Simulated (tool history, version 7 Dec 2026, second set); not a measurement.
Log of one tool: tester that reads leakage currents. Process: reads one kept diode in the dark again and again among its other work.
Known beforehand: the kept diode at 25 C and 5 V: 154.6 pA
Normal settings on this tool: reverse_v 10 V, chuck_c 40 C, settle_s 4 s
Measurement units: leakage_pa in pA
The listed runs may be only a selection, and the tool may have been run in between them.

run 1 hour=0 | reverse_v=10 chuck_c=40 settle_s=4 | leakage_pa=722.23
run 2 hour=61.5 | reverse_v=10 chuck_c=40 settle_s=4 | leakage_pa=718.63
run 3 hour=88.9 | reverse_v=10 chuck_c=40 settle_s=4 | leakage_pa=718.52
run 4 hour=119.2 | reverse_v=10 chuck_c=40 settle_s=4 | leakage_pa=716.44
run 5 hour=149.9 | reverse_v=10 chuck_c=31 settle_s=4 | leakage_pa=332.66
-- hour=178.6 chuck's temperature calibrated
run 6 hour=196.8 | reverse_v=10 chuck_c=31 settle_s=4 | leakage_pa=394.93
run 7 hour=228.6 | reverse_v=10 chuck_c=31 settle_s=4 | leakage_pa=396.55
run 8 hour=273.9 | reverse_v=10 chuck_c=31 settle_s=4 | leakage_pa=394.72
run 9 hour=303.7 | reverse_v=10 chuck_c=32 settle_s=4 | leakage_pa=425.82
run 10 hour=359.2 | reverse_v=10 chuck_c=40 settle_s=4 | leakage_pa=833.42
run 11 hour=425.3 | reverse_v=10 chuck_c=40 settle_s=4 | leakage_pa=827.88
run 12 hour=485.2 | reverse_v=10 chuck_c=40 settle_s=0.92 | leakage_pa=827.2
run 13 hour=515.4 | reverse_v=3.8 chuck_c=33 settle_s=0.92 | leakage_pa=263.97
run 14 hour=562.9 | reverse_v=3.8 chuck_c=33 settle_s=0.92 | leakage_pa=262.81
run 15 hour=592.2 | reverse_v=10 chuck_c=42 settle_s=4 | leakage_pa=963.4
-- hour=598.5 tester calibrated
run 16 hour=642.5 | reverse_v=19 chuck_c=35 settle_s=3.3 | leakage_pa=786.78
run 17 hour=693 | reverse_v=6.8 chuck_c=34 settle_s=5.52 | leakage_pa=395.07
run 18 hour=734.4 | reverse_v=14.6 chuck_c=40 settle_s=4 | leakage_pa=1010.78
run 19 hour=798.1 | reverse_v=10 chuck_c=38 settle_s=4 | leakage_pa=684.66
run 20 hour=838.7 | reverse_v=10 chuck_c=38 settle_s=4 | leakage_pa=682.79
run 21 hour=880.3 | reverse_v=10 chuck_c=28 settle_s=0.81 | leakage_pa=296.78
-- hour=902.5 tester calibrated, once more
run 22 hour=917.8 | reverse_v=10 chuck_c=28 settle_s=0.81 | leakage_pa=292.95
run 23 hour=981.7 | reverse_v=10.7 chuck_c=35 settle_s=4.51 | leakage_pa=545.78

Below are 4 alternative next runs, each starting from the tool's condition after run 23. Predict each:
run A hour=1021.1 | reverse_v=11.5 chuck_c=25 settle_s=9.8 | leakage_pa=?
run B hour=1021.1 | reverse_v=1.7 chuck_c=39 settle_s=4.25 | leakage_pa=?
run C hour=1021.1 | reverse_v=10.7 chuck_c=22 settle_s=4.51 | leakage_pa=?
run D hour=1021.1 | reverse_v=10.6 chuck_c=35 settle_s=7.79 | leakage_pa=?

run=A leakage_pa=242.41
run=B leakage_pa=261.49
run=C leakage_pa=178.71
run=D leakage_pa=544.03
With no hidden state in the tool, these same runs would have given:
run=A leakage_pa=251.09
run=B leakage_pa=279.01
run=C leakage_pa=183.29
run=D leakage_pa=574.94
